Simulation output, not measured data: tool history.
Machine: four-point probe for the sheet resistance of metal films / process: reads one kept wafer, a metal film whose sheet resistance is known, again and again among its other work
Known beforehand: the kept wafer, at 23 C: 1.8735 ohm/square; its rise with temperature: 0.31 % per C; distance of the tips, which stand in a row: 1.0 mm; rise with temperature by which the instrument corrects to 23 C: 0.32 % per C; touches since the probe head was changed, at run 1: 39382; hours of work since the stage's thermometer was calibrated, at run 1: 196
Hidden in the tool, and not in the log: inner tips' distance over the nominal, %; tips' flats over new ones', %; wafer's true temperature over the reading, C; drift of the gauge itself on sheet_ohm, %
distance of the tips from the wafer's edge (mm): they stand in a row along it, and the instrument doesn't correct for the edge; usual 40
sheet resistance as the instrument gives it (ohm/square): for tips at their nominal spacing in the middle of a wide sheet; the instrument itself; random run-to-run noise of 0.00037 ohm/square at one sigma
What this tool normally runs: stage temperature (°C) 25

run   hour  stage temperature (°C)  distance of the tips from the wafer's edge (mm)  touches since the probe head was changed  hours of work since the stage's thermometer was calibrated  sheet resistance as the instrument gives it (ohm/square)
  1    0.0                      25                                               40                                     39382                                                         196                                                  1.874106
  2   35.8                      25                                               40                                     41010                                                         215                                                  1.874078
  3   64.7                      25                                               40                                     42322                                                         230                                                  1.873616
  4  109.3                      25                                               40                                     44348                                                         252                                                  1.874546
     112.0  -- stage's thermometer calibrated
  5  131.1                      34                                               40                                     45314                                                          10                                                  1.872243
  6  161.7                      34                                               40                                     46707                                                          25                                                  1.872206
  7  194.9                      20                                               40                                     48212                                                          42                                                  1.876537
  8  226.7                      28                                               40                                     49660                                                          59                                                  1.874975
  9  273.8                      32                                                3                                     51797                                                          83                                                  1.978211
     290.1  -- stage's thermometer calibrated, once more
 10  321.0                      19                                                7                                     53919                                                          16                                                  1.897362
 11  369.6                      27                                               20                                     56129                                                          41                                                  1.877309
 12  418.0                      29                                               40                                     58329                                                          66                                                  1.874965
 13  456.5                      29                                               40                                     60076                                                          85                                                  1.875538

Across each entry between runs, compare the hidden state at the last listed run before it with the hidden state at the first listed run after it:
After run 4, before run 5: stage's thermometer calibrated (hour 112.0)
  inner tips' distance over the nominal, %: 0.022 -> 0.028; wafer's true temperature over the reading, C: 0.1 -> 0.11
  difference, measured minus the result without the unlogged condition, sheet resistance as the instrument gives it (ohm/square): +0.000996 -> +0.001176
After run 9, before run 10: stage's thermometer calibrated, once more (hour 290.1)
  inner tips' distance over the nominal, %: 0.065 -> 0.078; tips' flats over new ones', %: 18 -> 19; wafer's true temperature over the reading, C: 0.14 -> 0.01
  difference, measured minus the result without the unlogged condition, sheet resistance as the instrument gives it (ohm/square): +0.002188 -> +0.001635

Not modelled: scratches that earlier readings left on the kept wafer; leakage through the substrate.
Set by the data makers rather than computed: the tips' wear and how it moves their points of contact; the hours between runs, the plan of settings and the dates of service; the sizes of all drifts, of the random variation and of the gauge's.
